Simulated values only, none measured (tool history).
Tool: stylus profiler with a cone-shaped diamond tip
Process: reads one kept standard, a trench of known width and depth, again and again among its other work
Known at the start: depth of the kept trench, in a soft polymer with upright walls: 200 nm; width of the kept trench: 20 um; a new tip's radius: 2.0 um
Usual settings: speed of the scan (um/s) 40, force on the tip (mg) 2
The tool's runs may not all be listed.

run   hour  speed of the scan (um/s)  force on the tip (mg)  depth of the trench (Å)  width of the trench's floor (nm)
  1      0                        40                      2                   2032.4                             18100
  2   11.1                        40                      2                   2031.6                             18020
  3   28.8                        40                      2                   2032.1                             18090
  4   48.1                        40                      2                     2032                             18060
  5   58.9                        40                      2                     2032                             18070
  6   73.7                        40                      2                   2032.1                             18080
  7   83.7                        40                      2                   2032.8                             18090
  8  103.4                        40                      2                   2032.3                             18020
  9  127.7                        40                      2                   2032.7                             18050
 10  151.9                        40                      2                   2033.2                             18100
 11  174.1                        40                      2                   2032.2                             18080
 12  185.2                        28                      2                   2033.2                             18090
 13  208.2                        28                      2                   2033.5                             18070
 14  226.8                        28                   0.88                   2020.2                             18030
 15  241.5                        28                   0.88                   2019.9                             18030
 16  257.3                        28                   0.88                   2020.3                             18040
 17  279.1                        28                   4.11                   2051.3                             18110
 18  290.7                        28                   4.11                   2050.8                             18110
 19  314.2                        28                   4.11                   2050.3                             18110
 20  325.3                        40                      2                   2033.6                             18090
 21  336.8                       134                      2                   2032.9                             17710
 22  348.5                        40                   1.49                   2027.3                             18040
 23  359.8                        40                   1.49                   2027.5                             17990
 24  372.1                        40                    1.6                   2028.8                             18000
 25  388.8                        11                    1.6                   2030.1                             18140
 26  413.8                        20                   1.48                   2028.2                             18020
 27  427.6                        15                   0.92                   2021.3                             18070
 28  442.9                        15                   0.92                   2021.9                             18130
 29  453.2                        15                   0.92                   2021.5                             18120
 30  467.2                        34                   4.01                     2052                             18090
 31    478                        33                   3.01                   2043.1                             18080
 32  498.4                        33                   3.01                   2044.1                             18110
 33  514.1                        33                   3.01                     2043                             18110
 34  535.6                        17                   3.77                   2050.6                             18160
 35  547.2                       128                   0.88                   2022.3                             17460
 36  571.9                        56                   4.09                   2052.9                             18030
 37  595.4                        31                   1.24                   2026.8                             18020
 38  608.3                        95                      2                   2034.5                             17820
 39  618.6                       124                   2.52                   2038.6                             17770
 40  637.4                        40                   4.06                   2052.4                             18030
 41  651.5                        40                   4.06                   2052.1                             18030
 42  663.5                        69                   2.25                     2037                             17910
 43  687.4                       102                   3.06                   2043.5                             17860
 44  709.5                        49                   4.25                   2053.5                             18070
 45    721                       142                   1.62                   2031.7                             17570
 46  744.9                       142                   1.62                     2031                             17590
 47  755.3                        56                   2.11                   2035.7                             17920
 48  770.4                        54                   1.68                   2031.5                             17940

Measured less the same run without the tool's hidden state. The same run-to-run variation is in both; the gauge's scatter may not be:
The hidden state here: radius of the tip, um; height scale over the true one, %; drift of the gauge itself on depth_nm, %; drift of the gauge itself on floor_um, %.
run  depth of the trench (Å)  width of the trench's floor (nm)
  1                     +2.6                               -50
  2                     +2.8                               -50
  3                     +2.8                               -50
  4                     +2.8                               -50
  5                     +2.9                               -50
  6                     +2.9                               -50
  7                       +3                               -60
  8                     +3.1                               -50
  9                     +3.2                               -60
 10                     +3.2                               -60
 11                     +3.3                               -60
 12                     +3.4                               -60
 13                     +3.5                               -70
 14                     +3.5                               -70
 15                     +3.5                               -70
 16                     +3.6                               -70
 17                     +3.7                               -70
 18                     +3.8                               -60
 19                     +3.9                               -70
 20                     +3.9                               -70
 21                     +3.9                               -80
 22                     +3.9                               -70
 23                       +4                               -80
 24                       +4                               -70
 25                     +4.1                               -80
 26                     +4.1                               -70
 27                     +4.2                               -80
 28                     +4.2                               -70
 29                     +4.3                               -80
 30                     +4.5                               -80
 31                     +4.5                               -80
 32                     +4.5                               -90
 33                     +4.6                               -80
 34                     +4.7                               -90
 35                     +4.6                               -80
 36                     +4.8                               -90
 37                     +4.9                               -90
 38                     +4.9                               -90
 39                       +5                               -90
 40                     +5.1                               -90
 41                     +5.1                               -90
 42                     +5.1                               -90
 43                     +5.2                              -100
 44                     +5.3                               -90
 45                     +5.3                              -100
 46                     +5.3                               -90
 47                     +5.4                              -100
 48                     +5.5                              -100
